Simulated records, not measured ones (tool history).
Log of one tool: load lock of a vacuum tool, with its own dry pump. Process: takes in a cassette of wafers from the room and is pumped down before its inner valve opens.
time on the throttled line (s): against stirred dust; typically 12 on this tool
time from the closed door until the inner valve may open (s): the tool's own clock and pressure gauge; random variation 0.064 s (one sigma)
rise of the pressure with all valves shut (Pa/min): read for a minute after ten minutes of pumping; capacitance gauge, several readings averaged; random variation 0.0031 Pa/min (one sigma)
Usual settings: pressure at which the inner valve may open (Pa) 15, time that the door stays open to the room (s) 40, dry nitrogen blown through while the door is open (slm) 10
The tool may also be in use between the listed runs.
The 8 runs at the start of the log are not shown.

run	hour	time on the throttled line (s)	pressure at which the inner valve may open (Pa)	time that the door stays open to the room (s)	dry nitrogen blown through while the door is open (slm)	incoming humidity of the room's air, %	time from the closed door until the inner valve may open (s)	rise of the pressure with all valves shut (Pa/min)
9	1975.7	12	26	61	10	47.6	20.64	0.266
10	2281.6	12	15	40	10	42.7	21.29	0.251
11	2474	12	15	40	17	45.3	21.4	0.25
12	2626	12	15	40	17	44.8	21.28	0.252
13	2841.5	12	15	40	10	46.9	21.54	0.273
14	3035.9	12	15	40	10	49.1	21.64	0.28
15	3342.4	12	15	40	10	42.7	21.46	0.288
16	3494	17	15	40	10	49.3	25.63	0.307
17	3727.7	17	15	40	10	47.2	25.62	0.294
18	3869.4	12	15	174	10	46.9	21.41	0.346
19	4039.1	12	15	174	10	41.1	21.56	0.34
20	4293.8	8	15	40	10	45.1	18.2	0.314
21	4452.9	8	11	40	10	45	18.61	0.307
22	4646.2	18	19	40	10	46.2	26.27	0.322
23	4907.8	12	15	31	9	46.8	21.53	0.322
24	5126.6	20	29	153	8	43.5	27.38	0.385
25	5362.4	20	21	153	32	45.8	27.86	0.34
26	5514.9	14	29	153	32	43.9	22.3	0.336
27	5646.2	8	21	71	32	44.2	17.86	0.335
28	5915.1	16	11	40	10	44.9	25.4	0.371
29	6149.4	10	17	40	10	44.7	19.79	0.372
30	6315.3	10	17	40	10	45.7	19.94	0.386
31	6626.4	10	15	40	7	47.9	20.18	0.393
32	6920.4	10	15	40	7	46.6	20.16	0.404

Each row is a separate what-if for the run after 32, all from the same tool condition, not one after another. Results?
A	7075.4	10	15	40	41	40.9	?	?
B	7075.4	8	16	66	10	44	?	?
C	7075.4	8	15	40	10	49.3	?	?
D	7075.4	9	15	56	7	43.2	?	?

run	time from the closed door until the inner valve may open (s)	rise of the pressure with all valves shut (Pa/min)
A	20.14	0.361
B	18.49	0.405
C	18.57	0.401
D	19.41	0.412
With no hidden state in the tool, these same runs would have given:
run	time from the closed door until the inner valve may open (s)	rise of the pressure with all valves shut (Pa/min)
A	19.02	0.025
B	17.33	0.068
C	17.41	0.061
D	18.27	0.076
